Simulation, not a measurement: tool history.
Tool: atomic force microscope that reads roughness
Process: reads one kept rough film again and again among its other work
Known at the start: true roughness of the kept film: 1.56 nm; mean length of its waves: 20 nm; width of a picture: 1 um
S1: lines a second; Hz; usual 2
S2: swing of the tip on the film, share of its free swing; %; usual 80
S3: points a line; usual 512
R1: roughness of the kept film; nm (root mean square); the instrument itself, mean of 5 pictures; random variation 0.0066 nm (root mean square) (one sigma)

{"run": 1, "hour": 0.0, "S1": 2, "S2": 80, "S3": 512, "R1": 1.302}
{"run": 2, "hour": 10.1, "S1": 2, "S2": 80, "S3": 512, "R1": 1.299}
{"run": 3, "hour": 14.4, "S1": 2, "S2": 80, "S3": 512, "R1": 1.309}
{"run": 4, "hour": 21.0, "S1": 2, "S2": 59, "S3": 512, "R1": 1.392}
{"run": 5, "hour": 31.3, "S1": 2, "S2": 59, "S3": 512, "R1": 1.381}
{"run": 6, "hour": 37.9, "S1": 2, "S2": 59, "S3": 512, "R1": 1.406}
{"run": 7, "hour": 47.4, "S1": 2, "S2": 80, "S3": 696, "R1": 1.311}
{"run": 8, "hour": 51.8, "S1": 3.3, "S2": 80, "S3": 512, "R1": 1.226}
{"run": 9, "hour": 57.2, "S1": 3.3, "S2": 80, "S3": 512, "R1": 1.232}
{"run": 10, "hour": 65.9, "S1": 2, "S2": 80, "S3": 512, "R1": 1.3}
{"run": 11, "hour": 72.6, "S1": 2, "S2": 80, "S3": 512, "R1": 1.304}
{"hour": 80.1, "done": "new tip fitted"}
{"run": 12, "hour": 82.4, "S1": 3.78, "S2": 80, "S3": 512, "R1": 1.217}
{"run": 13, "hour": 88.9, "S1": 2, "S2": 80, "S3": 548, "R1": 1.307}
{"run": 14, "hour": 98.8, "S1": 2, "S2": 80, "S3": 548, "R1": 1.306}
{"run": 15, "hour": 105.3, "S1": 2, "S2": 80, "S3": 512, "R1": 1.307}
{"run": 16, "hour": 111.4, "S1": 2, "S2": 84, "S3": 512, "R1": 1.274}
{"run": 17, "hour": 119.0, "S1": 2, "S2": 85, "S3": 512, "R1": 1.278}
{"run": 18, "hour": 123.9, "S1": 2, "S2": 80, "S3": 512, "R1": 1.305}
{"run": 19, "hour": 132.8, "S1": 2, "S2": 90, "S3": 512, "R1": 1.23}
{"run": 20, "hour": 140.5, "S1": 2, "S2": 90, "S3": 512, "R1": 1.226}
{"run": 21, "hour": 147.7, "S1": 2, "S2": 90, "S3": 512, "R1": 1.233}
{"run": 22, "hour": 152.4, "S1": 0.69, "S2": 60, "S3": 597, "R1": 1.41}
{"run": 23, "hour": 158.5, "S1": 0.66, "S2": 80, "S3": 512, "R1": 1.383}
{"hour": 164.1, "done": "new tip fitted"}
{"run": 24, "hour": 165.7, "S1": 2.8, "S2": 64, "S3": 967, "R1": 1.373}
{"run": 25, "hour": 176.1, "S1": 1.59, "S2": 68, "S3": 967, "R1": 1.399}
{"run": 26, "hour": 183.2, "S1": 1.59, "S2": 68, "S3": 967, "R1": 1.392}
{"run": 27, "hour": 191.1, "S1": 1.59, "S2": 78, "S3": 779, "R1": 1.344}
{"run": 28, "hour": 200.3, "S1": 0.51, "S2": 80, "S3": 512, "R1": 1.39}
{"run": 29, "hour": 204.7, "S1": 2.73, "S2": 73, "S3": 566, "R1": 1.319}
{"run": 30, "hour": 214.1, "S1": 2, "S2": 88, "S3": 512, "R1": 1.263}
{"run": 31, "hour": 219.9, "S1": 0.62, "S2": 71, "S3": 370, "R1": 1.401}
{"run": 32, "hour": 226.7, "S1": 2.71, "S2": 80, "S3": 423, "R1": 1.256}
{"run": 33, "hour": 233.1, "S1": 2.69, "S2": 80, "S3": 512, "R1": 1.258}
{"run": 34, "hour": 237.7, "S1": 2.69, "S2": 80, "S3": 512, "R1": 1.261}
{"run": 35, "hour": 243.4, "S1": 2, "S2": 60, "S3": 451, "R1": 1.387}
{"hour": 247.7, "done": "new tip fitted"}
{"run": 36, "hour": 253.6, "S1": 2, "S2": 63, "S3": 451, "R1": 1.381}
{"run": 37, "hour": 257.9, "S1": 0.63, "S2": 78, "S3": 451, "R1": 1.38}
{"run": 38, "hour": 268.2, "S1": 2, "S2": 64, "S3": 512, "R1": 1.379}
{"run": 39, "hour": 276.8, "S1": 2, "S2": 64, "S3": 512, "R1": 1.382}
{"run": 40, "hour": 283.1, "S1": 1.47, "S2": 80, "S3": 286, "R1": 1.319}
{"run": 41, "hour": 288.6, "S1": 1.47, "S2": 62, "S3": 433, "R1": 1.39}

Forecast each of these 3 alternatives for the next run:
{"run": "A", "hour": 292.9, "S1": 1.07, "S2": 56, "S3": 386, "R1": "?"}
{"run": "B", "hour": 292.9, "S1": 2.81, "S2": 62, "S3": 374, "R1": "?"}
{"run": "C", "hour": 292.9, "S1": 2, "S2": 80, "S3": 371, "R1": "?"}

run=A R1=1.402
run=B R1=1.366
run=C R1=1.301
Without the tool's hidden state the same runs would have given:
run=A R1=1.406
run=B R1=1.369
run=C R1=1.305
